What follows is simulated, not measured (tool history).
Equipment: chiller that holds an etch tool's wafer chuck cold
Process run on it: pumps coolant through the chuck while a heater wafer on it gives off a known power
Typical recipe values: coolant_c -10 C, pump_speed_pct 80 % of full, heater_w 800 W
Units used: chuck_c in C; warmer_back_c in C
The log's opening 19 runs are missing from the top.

Run 20, hour 1665.1: usual settings but coolant_c -8 C, pump_speed_pct 94 % of full. Result: chuck_c -3.29 C, warmer_back_c 1.78 C.
Run 21, hour 1734.0: usual settings but coolant_c -8 C, pump_speed_pct 94 % of full. Result: chuck_c -3.40 C, warmer_back_c 1.82 C.
Run 22, hour 1823.5: usual settings but coolant_c -8 C, pump_speed_pct 94 % of full, heater_w 553 W. Result: chuck_c -4.84 C, warmer_back_c 1.23 C.
Run 23, hour 1908.3: usual settings but coolant_c -16 C, pump_speed_pct 88 % of full, heater_w 844 W. Result: chuck_c -10.91 C, warmer_back_c 2.08 C.
Run 24, hour 2017.3: usual settings but coolant_c -3 C, heater_w 930 W. Result: chuck_c 3.11 C, warmer_back_c 2.58 C.
Run 25, hour 2110.9: usual settings but coolant_c -3 C, heater_w 930 W. Result: chuck_c 2.85 C, warmer_back_c 2.54 C.
Run 26, hour 2214.2: usual settings but coolant_c -3 C, heater_w 930 W. Result: chuck_c 3.03 C, warmer_back_c 2.49 C.
Run 27, hour 2309.2: usual settings but coolant_c -6 C, pump_speed_pct 64 % of full, heater_w 434 W. Result: chuck_c -2.77 C, warmer_back_c 1.54 C.
Run 28, hour 2391.2: usual settings but coolant_c -19 C, heater_w 1024 W. Result: chuck_c -12.55 C, warmer_back_c 2.74 C.
Run 29, hour 2506.5: usual settings but heater_w 475 W. Result: chuck_c -6.96 C, warmer_back_c 1.29 C.
Run 30, hour 2607.6: usual settings but coolant_c -12 C, pump_speed_pct 91 % of full, heater_w 545 W. Result: chuck_c -8.86 C, warmer_back_c 1.27 C.
Run 31, hour 2714.9: usual settings but coolant_c -2 C, pump_speed_pct 85 % of full, heater_w 966 W. Result: chuck_c 3.79 C, warmer_back_c 2.42 C.
Run 32, hour 2785.9: usual settings but coolant_c -2 C, pump_speed_pct 85 % of full, heater_w 966 W. Result: chuck_c 3.88 C, warmer_back_c 2.43 C.

Forecast each of these 4 alternatives for the next run:
Run A, hour 2913.7: usual settings but coolant_c -14 C, pump_speed_pct 81 % of full, heater_w 770 W. Result: chuck_c ?, warmer_back_c ?.
Run B, hour 2913.7: usual settings but coolant_c -1 C, heater_w 543 W. Result: chuck_c ?, warmer_back_c ?.
Run C, hour 2913.7: usual settings but coolant_c -7 C, pump_speed_pct 75 % of full, heater_w 669 W. Result: chuck_c ?, warmer_back_c ?.
Run D, hour 2913.7: usual settings but coolant_c -5 C. Result: chuck_c ?, warmer_back_c ?.

run  chuck_c  warmer_back_c
  A    -9.09           2.09
  B     2.46           1.45
  C    -2.49           1.91
  D     0.03           2.13
The same runs, with their run-to-run variation unchanged, on a tool lacking any hidden condition would have given:
run  chuck_c  warmer_back_c
  A    -9.10           2.08
  B     2.45           1.45
  C    -2.49           1.90
  D     0.02           2.13
